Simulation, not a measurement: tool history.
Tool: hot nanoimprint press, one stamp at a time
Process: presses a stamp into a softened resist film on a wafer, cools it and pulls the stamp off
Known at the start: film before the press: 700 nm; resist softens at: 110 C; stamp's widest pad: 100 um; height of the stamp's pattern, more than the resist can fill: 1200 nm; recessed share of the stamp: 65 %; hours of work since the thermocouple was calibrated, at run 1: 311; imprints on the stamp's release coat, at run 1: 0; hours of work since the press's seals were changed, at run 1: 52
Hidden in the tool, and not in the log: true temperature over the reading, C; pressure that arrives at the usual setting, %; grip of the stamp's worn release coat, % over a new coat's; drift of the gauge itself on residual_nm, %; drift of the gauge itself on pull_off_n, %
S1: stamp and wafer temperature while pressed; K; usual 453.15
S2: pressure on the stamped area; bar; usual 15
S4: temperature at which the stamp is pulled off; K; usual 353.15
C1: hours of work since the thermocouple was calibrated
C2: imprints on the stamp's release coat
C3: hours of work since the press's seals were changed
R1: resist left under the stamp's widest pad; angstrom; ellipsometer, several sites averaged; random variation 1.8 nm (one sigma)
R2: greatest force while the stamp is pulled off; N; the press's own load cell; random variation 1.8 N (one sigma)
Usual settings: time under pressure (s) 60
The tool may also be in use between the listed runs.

Run 1, hour 0: usual settings; C1 311; C2 0; C3 52. Result: R1 3127 angstrom, R2 103 N.
Run 2, hour 74.8: usual settings; C1 365; C2 315; C3 106. Result: R1 3202 angstrom, R2 112 N.
Run 3, hour 146.8: usual settings but time under pressure (s) 81; C1 417; C2 619; C3 158. Result: R1 2871 angstrom, R2 124 N.
Run 4, hour 190.2: usual settings but time under pressure (s) 81; C1 448; C2 802; C3 189. Result: R1 2888 angstrom, R2 130 N.
At hour 237.5: stamp cleaned and given a new release coat.
Run 5, hour 264.3: usual settings but time under pressure (s) 81; C1 497; C2 113; C3 238. Result: R1 2905 angstrom, R2 110 N.
Run 6, hour 298.3: usual settings but time under pressure (s) 76; C1 522; C2 256; C3 263. Result: R1 3001 angstrom, R2 112 N.
At hour 308.3: plate thermocouple calibrated.
Run 7, hour 366.4: usual settings but time under pressure (s) 76; C1 42; C2 531; C3 309. Result: R1 3162 angstrom, R2 118 N.
Run 8, hour 427.2: usual settings but S1 447.15 K, S2 18.5 bar; C1 86; C2 787; C3 353. Result: R1 4336 angstrom, R2 128 N.
At hour 478: stamp cleaned and given a new release coat.
Run 9, hour 478: usual settings but S1 447.15 K, S2 18.5 bar; C1 118; C2 0; C3 386. Result: R1 4369 angstrom, R2 105 N.
Run 10, hour 532.2: usual settings but S1 447.15 K, S2 19.9 bar, time under pressure (s) 64, S4 342.15 K; C1 157; C2 229; C3 425. Result: R1 4248 angstrom, R2 123 N.
Run 11, hour 586.9: usual settings but S1 447.15 K, S2 19.9 bar, time under pressure (s) 64, S4 342.15 K; C1 196; C2 459; C3 464. Result: R1 4279 angstrom, R2 132 N.
Run 12, hour 642.6: usual settings but S1 461.15 K, S2 12 bar, time under pressure (s) 62, S4 350.15 K; C1 236; C2 694; C3 504. Result: R1 2626 angstrom, R2 132 N.
At hour 690.1: plate thermocouple calibrated, once more.
Run 13, hour 701: usual settings but S1 461.15 K, S2 12 bar, time under pressure (s) 62, S4 354.15 K; C1 8; C2 927; C3 544. Result: R1 2126 angstrom, R2 130 N.
At hour 718.2: stamp cleaned and given a new release coat.
Run 14, hour 740: usual settings but S1 458.15 K, S4 347.15 K; C1 32; C2 93; C3 568. Result: R1 2296 angstrom, R2 111 N.

3 ways to go on from here, each from the tool as it stands after run 14. What would each give?
Run A, hour 811.2: usual settings but S2 22.8 bar, S4 359.15 K; C1 83; C2 392; C3 619. Result: R1 ?, R2 ?.
Run B, hour 811.2: usual settings but time under pressure (s) 37, S4 359.15 K; C1 83; C2 392; C3 619. Result: R1 ?, R2 ?.
Run C, hour 811.2: usual settings but S1 460.15 K, S4 357.15 K; C1 83; C2 392; C3 619. Result: R1 ?, R2 ?.

run    R1   R2
  A  2534  106
  B  3655  104
  C  2081  110
Without the tool's hidden state the same runs would have given:
run    R1  R2
  A  2437  94
  B  3563  93
  C  2019  98
